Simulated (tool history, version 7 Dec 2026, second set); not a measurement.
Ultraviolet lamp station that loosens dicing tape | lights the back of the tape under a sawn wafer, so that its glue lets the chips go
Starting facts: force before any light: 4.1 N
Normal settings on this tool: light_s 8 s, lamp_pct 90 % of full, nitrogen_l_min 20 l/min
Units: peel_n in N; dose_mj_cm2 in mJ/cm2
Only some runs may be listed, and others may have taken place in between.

run    hour  light_s  lamp_pct  nitrogen_l_min  peel_n  dose_mj_cm2
  1     0.0        8        90              20   0.484          244
  2    82.7        8        90              20   0.478          242
  3   129.4        8        90              20   0.521          232
  4   199.8        8        90              20   0.547          224
  5   264.2        8        86              20   0.613          214
  6   358.1        8        86              20   0.622          204
  7   411.6        8        86              20   0.629          202
      431.3  -- window cleaned of glue's vapour
  8   477.5        8        97              20   0.596          212
  9   569.3       15        90              20   0.203          363
 10   635.5       15        90              20   0.224          346
 11   689.5       15        90              20   0.227          340
 12   792.3        4        90              20   1.881           90
 13   880.9        8        90              20   0.875          175
 14   979.5        8        90              20   0.948          160
     1049.5  -- window cleaned of glue's vapour, once more
 15  1049.5        8        90              20   0.477          244
 16  1095.7        8        90              20   0.456          242
 17  1148.7        8        90              20   0.490          237
 18  1207.7        8        90              20   0.484          233
 19  1281.8        8        90              20   0.549          229
     1363.6  -- lamp changed
 20  1373.1        8        90              20   0.341          285
 21  1427.2        8        90              20   0.336          285
 22  1496.4        8        90              12   0.533          280
 23  1574.7        8        65               9   1.099          196
 24  1670.5        8        65               9   1.154          189
 25  1737.9        6        90              20   0.715          191
 26  1783.5       10        98               9   0.438          343
 27  1848.0       16        90               9   0.204          497
     1869.8  -- window cleaned of glue's vapour
 28  1913.9        9        93              25   0.189          347
 29  1979.0        4        79              20   1.249          128
 30  2079.5       11        68              20   0.319          296
 31  2157.8        8        98               8   0.606          296
 32  2202.1       10        70              22   0.364          264
 33  2257.9       13        86              17   0.173          413
 34  2339.8       13        86              17   0.176          403
 35  2396.6       13        86              17   0.191          391
 36  2460.8       13        86              17   0.198          386
 37  2549.1        9        70              17   0.663          214
 38  2651.2       12        90              20   0.221          350
     2690.8  -- window cleaned of glue's vapour
 39  2742.2        8        90              16   0.437          277
 40  2832.2        4        90              20   1.173          134
 41  2919.9        5        60              33   1.251          110
 42  2970.2        5        60              33   1.292          108
 43  3040.4       12        62              33   0.296          268

4 options for the next run, each taken on its own from the tool as it stands now. Forecast them:
  A  3133.7       16        84              21       ?            ?
  B  3133.7        6        61              32       ?            ?
  C  3133.7       12        62               9       ?            ?
  D  3133.7        7        76               8       ?            ?

run  peel_n  dose_mj_cm2
  A   0.127          459
  B   1.048          126
  C   0.744          254
  D   1.206          184
Without the tool's unlogged condition, the same runs would have read:
run  peel_n  dose_mj_cm2
  A   0.098          581
  B   0.747          159
  C   0.496          320
  D   0.895          232
